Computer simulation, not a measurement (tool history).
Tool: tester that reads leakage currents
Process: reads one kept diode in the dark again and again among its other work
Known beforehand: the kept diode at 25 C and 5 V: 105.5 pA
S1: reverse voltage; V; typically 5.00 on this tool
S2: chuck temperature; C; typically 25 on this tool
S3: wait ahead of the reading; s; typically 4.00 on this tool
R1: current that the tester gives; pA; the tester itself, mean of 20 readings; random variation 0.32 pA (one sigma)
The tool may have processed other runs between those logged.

run   hour    S1  S2    S3      R1
  1    0.0  5.00  25  4.00  124.76
  2   24.5  5.00  25  4.00  123.76
  3   49.3  5.00  25  4.00  124.74
  4   67.4  5.00  25  4.00  124.42
  5   98.7  7.91  25  4.00  153.66
  6  113.7  3.33  36  4.00  272.85
  7  139.2  3.33  36  4.00  274.36
  8  162.7  3.33  36  4.00  274.10

What will run 9 give?
  9  186.2  2.57  52  1.94   ?

Run 9 yielded R1 893.44 pA.
With no hidden state in the tool, this same run would have given R1 776.14 pA.
